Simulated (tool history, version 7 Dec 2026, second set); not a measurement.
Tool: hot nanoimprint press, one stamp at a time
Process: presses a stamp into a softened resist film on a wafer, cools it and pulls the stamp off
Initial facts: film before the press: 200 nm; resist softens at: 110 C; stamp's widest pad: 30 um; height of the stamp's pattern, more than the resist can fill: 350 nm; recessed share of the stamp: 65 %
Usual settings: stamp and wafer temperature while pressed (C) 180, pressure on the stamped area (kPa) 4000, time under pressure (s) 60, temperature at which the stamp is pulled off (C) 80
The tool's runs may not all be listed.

| run | hour | stamp and wafer temperature while pressed (C) | pressure on the stamped area (kPa) | time under pressure (s) | temperature at which the stamp is pulled off (C) | resist left under the stamp's widest pad (angstrom) | greatest force while the stamp is pulled off (N) |
|---|---|---|---|---|---|---|---|
| 1 | 0 | 180 | 4000 | 60 | 80 | 1132 | 135 |
| 2 | 22.8 | 180 | 4000 | 60 | 80 | 1134 | 141 |
|  | 35.5 | plate thermocouple calibrated |
| 3 | 41.4 | 180 | 6140 | 60 | 80 | 961 | 140 |
| 4 | 62.2 | 180 | 6140 | 60 | 80 | 943 | 143 |
| 5 | 84.9 | 180 | 4000 | 60 | 80 | 1154 | 138 |
| 6 | 109 | 180 | 4000 | 60 | 80 | 1140 | 142 |
| 7 | 121.6 | 188 | 4000 | 60 | 80 | 942 | 134 |
| 8 | 135.9 | 188 | 4000 | 60 | 80 | 942 | 146 |
| 9 | 152.3 | 188 | 4000 | 60 | 80 | 938 | 140 |
| 10 | 178.6 | 188 | 4000 | 60 | 80 | 936 | 151 |
| 11 | 195.6 | 188 | 4000 | 60 | 80 | 929 | 150 |
| 12 | 215.5 | 180 | 5810 | 60 | 80 | 973 | 141 |
| 13 | 238.1 | 180 | 5810 | 60 | 80 | 971 | 154 |
| 14 | 258.9 | 180 | 4000 | 60 | 80 | 1145 | 148 |
| 15 | 283.8 | 180 | 4000 | 60 | 80 | 1153 | 153 |
| 16 | 309.4 | 180 | 4000 | 60 | 80 | 1148 | 149 |
| 17 | 324.7 | 180 | 4000 | 60 | 80 | 1155 | 161 |
| 18 | 343 | 180 | 6130 | 60 | 80 | 944 | 151 |
|  | 361.2 | stamp cleaned and given a new release coat |
| 19 | 371 | 185 | 4940 | 105 | 70 | 747 | 151 |
|  | 382 | plate thermocouple calibrated |
| 20 | 386.5 | 185 | 4940 | 105 | 70 | 757 | 155 |
| 21 | 411.5 | 187 | 4940 | 33 | 70 | 1069 | 148 |
| 22 | 433.7 | 187 | 4090 | 79 | 70 | 876 | 152 |
| 23 | 452.6 | 187 | 4090 | 79 | 70 | 867 | 148 |
| 24 | 475.3 | 188 | 4230 | 71 | 74 | 873 | 152 |
| 25 | 500.6 | 188 | 4230 | 71 | 74 | 868 | 143 |
| 26 | 515.9 | 188 | 4230 | 71 | 74 | 869 | 152 |
| 27 | 530.8 | 188 | 4230 | 71 | 74 | 878 | 154 |
| 28 | 554.7 | 187 | 2500 | 75 | 78 | 1130 | 144 |
| 29 | 582.7 | 171 | 3820 | 37 | 81 | 1599 | 144 |
| 30 | 603 | 169 | 3820 | 37 | 69 | 1641 | 163 |
| 31 | 629.4 | 169 | 3820 | 59 | 69 | 1532 | 165 |

Below are 3 alternative next runs, each starting from the tool's condition after run 31. Predict each:
| A | 643.1 | 170 | 2660 | 60 | 66 | ? | ? |
| B | 643.1 | 169 | 2860 | 59 | 69 | ? | ? |
| C | 643.1 | 171 | 3820 | 59 | 67 | ? | ? |

| run | resist left under the stamp's widest pad (angstrom) | greatest force while the stamp is pulled off (N) |
|---|---|---|
| A | 1635 | 164 |
| B | 1646 | 160 |
| C | 1472 | 167 |
Without the tool's hidden state the same runs would have given:
| run | resist left under the stamp's widest pad (angstrom) | greatest force while the stamp is pulled off (N) |
|---|---|---|
| A | 1634 | 148 |
| B | 1645 | 143 |
| C | 1462 | 150 |

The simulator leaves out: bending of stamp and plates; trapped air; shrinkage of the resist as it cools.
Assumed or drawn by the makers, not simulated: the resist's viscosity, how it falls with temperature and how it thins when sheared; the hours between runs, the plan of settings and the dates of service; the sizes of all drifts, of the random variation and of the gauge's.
